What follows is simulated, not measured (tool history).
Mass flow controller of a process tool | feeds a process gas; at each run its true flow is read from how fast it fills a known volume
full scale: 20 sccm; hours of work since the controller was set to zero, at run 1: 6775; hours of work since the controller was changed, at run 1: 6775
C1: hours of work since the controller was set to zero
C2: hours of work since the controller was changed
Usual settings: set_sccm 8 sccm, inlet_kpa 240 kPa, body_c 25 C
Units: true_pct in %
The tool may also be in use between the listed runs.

run 1 hour=0.0 | set_sccm=8 inlet_kpa=240 body_c=25 | C1=6775 C2=6775 | true_pct=99.82
run 2 hour=244.7 | set_sccm=8 inlet_kpa=240 body_c=25 | C1=6946 C2=6946 | true_pct=99.82
run 3 hour=506.6 | set_sccm=8 inlet_kpa=240 body_c=25 | C1=7130 C2=7130 | true_pct=99.77
run 4 hour=794.6 | set_sccm=8 inlet_kpa=240 body_c=25 | C1=7332 C2=7332 | true_pct=99.92
run 5 hour=988.6 | set_sccm=8 inlet_kpa=240 body_c=25 | C1=7468 C2=7468 | true_pct=99.81
run 6 hour=1194.2 | set_sccm=8 inlet_kpa=240 body_c=25 | C1=7612 C2=7612 | true_pct=99.91
run 7 hour=1321.4 | set_sccm=8 inlet_kpa=240 body_c=25 | C1=7702 C2=7702 | true_pct=99.92
run 8 hour=1500.9 | set_sccm=8 inlet_kpa=240 body_c=25 | C1=7828 C2=7828 | true_pct=99.90
run 9 hour=1797.5 | set_sccm=8 inlet_kpa=240 body_c=25 | C1=8036 C2=8036 | true_pct=99.85
run 10 hour=2025.6 | set_sccm=8 inlet_kpa=240 body_c=25 | C1=8196 C2=8196 | true_pct=99.94
run 11 hour=2185.2 | set_sccm=8 inlet_kpa=240 body_c=25 | C1=8308 C2=8308 | true_pct=99.92
run 12 hour=2441.2 | set_sccm=8 inlet_kpa=240 body_c=25 | C1=8487 C2=8487 | true_pct=99.83
-- hour=2650.3 controller's zero set anew
run 13 hour=2740.0 | set_sccm=8 inlet_kpa=240 body_c=25 | C1=63 C2=8697 | true_pct=99.97
run 14 hour=2998.8 | set_sccm=20 inlet_kpa=240 body_c=25 | C1=245 C2=8878 | true_pct=100.23
run 15 hour=3280.0 | set_sccm=20 inlet_kpa=240 body_c=25 | C1=442 C2=9075 | true_pct=100.09
run 16 hour=3575.3 | set_sccm=20 inlet_kpa=240 body_c=25 | C1=649 C2=9283 | true_pct=100.14
run 17 hour=3834.6 | set_sccm=3 inlet_kpa=240 body_c=25 | C1=831 C2=9465 | true_pct=99.90
run 18 hour=4131.6 | set_sccm=8 inlet_kpa=240 body_c=25 | C1=1039 C2=9673 | true_pct=99.87
run 19 hour=4426.4 | set_sccm=16 inlet_kpa=240 body_c=25 | C1=1246 C2=9880 | true_pct=100.02
run 20 hour=4580.5 | set_sccm=8 inlet_kpa=240 body_c=25 | C1=1354 C2=9988 | true_pct=99.87
run 21 hour=4740.3 | set_sccm=8 inlet_kpa=240 body_c=25 | C1=1466 C2=10100 | true_pct=99.89
run 22 hour=4868.1 | set_sccm=8 inlet_kpa=240 body_c=25 | C1=1556 C2=10190 | true_pct=99.85
run 23 hour=5165.2 | set_sccm=8 inlet_kpa=240 body_c=25 | C1=1765 C2=10398 | true_pct=99.85
run 24 hour=5447.0 | set_sccm=8 inlet_kpa=240 body_c=25 | C1=1962 C2=10596 | true_pct=99.87
run 25 hour=5729.1 | set_sccm=8 inlet_kpa=240 body_c=25 | C1=2160 C2=10794 | true_pct=99.85
run 26 hour=5926.3 | set_sccm=8 inlet_kpa=240 body_c=29 | C1=2298 C2=10932 | true_pct=100.10
run 27 hour=6223.0 | set_sccm=8 inlet_kpa=148 body_c=25 | C1=2507 C2=11140 | true_pct=99.57
run 28 hour=6413.9 | set_sccm=8 inlet_kpa=278 body_c=24 | C1=2641 C2=11274 | true_pct=99.97
run 29 hour=6706.7 | set_sccm=11 inlet_kpa=148 body_c=32 | C1=2846 C2=11480 | true_pct=100.27
run 30 hour=6946.5 | set_sccm=11 inlet_kpa=148 body_c=32 | C1=3014 C2=11648 | true_pct=100.23
run 31 hour=7152.6 | set_sccm=6 inlet_kpa=240 body_c=25 | C1=3159 C2=11792 | true_pct=99.93
run 32 hour=7344.0 | set_sccm=6 inlet_kpa=240 body_c=25 | C1=3293 C2=11927 | true_pct=99.84
-- hour=7529.7 controller exchanged for a calibrated one
run 33 hour=7617.3 | set_sccm=6 inlet_kpa=196 body_c=26 | C1=61 C2=61 | true_pct=99.72
run 34 hour=7759.7 | set_sccm=5 inlet_kpa=196 body_c=22 | C1=161 C2=161 | true_pct=99.36
run 35 hour=7984.0 | set_sccm=3 inlet_kpa=163 body_c=26 | C1=319 C2=319 | true_pct=99.47
run 36 hour=8136.7 | set_sccm=3 inlet_kpa=163 body_c=26 | C1=426 C2=426 | true_pct=99.60
run 37 hour=8374.4 | set_sccm=3 inlet_kpa=199 body_c=26 | C1=593 C2=593 | true_pct=99.75
run 38 hour=8586.4 | set_sccm=3 inlet_kpa=199 body_c=26 | C1=741 C2=741 | true_pct=99.75
run 39 hour=8816.1 | set_sccm=10 inlet_kpa=176 body_c=21 | C1=903 C2=903 | true_pct=99.37
run 40 hour=8980.0 | set_sccm=10 inlet_kpa=176 body_c=21 | C1=1017 C2=1017 | true_pct=99.40
run 41 hour=9107.1 | set_sccm=14 inlet_kpa=146 body_c=36 | C1=1107 C2=1107 | true_pct=100.54
run 42 hour=9334.2 | set_sccm=8 inlet_kpa=146 body_c=20 | C1=1266 C2=1266 | true_pct=99.01
run 43 hour=9610.1 | set_sccm=8 inlet_kpa=146 body_c=20 | C1=1460 C2=1460 | true_pct=99.10
run 44 hour=9796.3 | set_sccm=9 inlet_kpa=165 body_c=27 | C1=1590 C2=1590 | true_pct=99.76
run 45 hour=10088.6 | set_sccm=9 inlet_kpa=165 body_c=36 | C1=1795 C2=1795 | true_pct=100.46
run 46 hour=10215.6 | set_sccm=9 inlet_kpa=165 body_c=36 | C1=1884 C2=1884 | true_pct=100.44
run 47 hour=10458.5 | set_sccm=3 inlet_kpa=165 body_c=24 | C1=2055 C2=2055 | true_pct=99.38

How the hidden state differs across the entries between the runs, from the last listed run before each to the first after it:
Between runs 12 and 13: controller's zero set anew (hour 2650.3)
  flow at rest that the sensor doesn't see, % of full scale: -0.006 -> 0
Between runs 32 and 33: controller exchanged for a calibrated one (hour 7529.7)
  flow at rest that the sensor doesn't see, % of full scale: -0.003 -> 0; true flow over the shown one, %: 0.03 -> 0
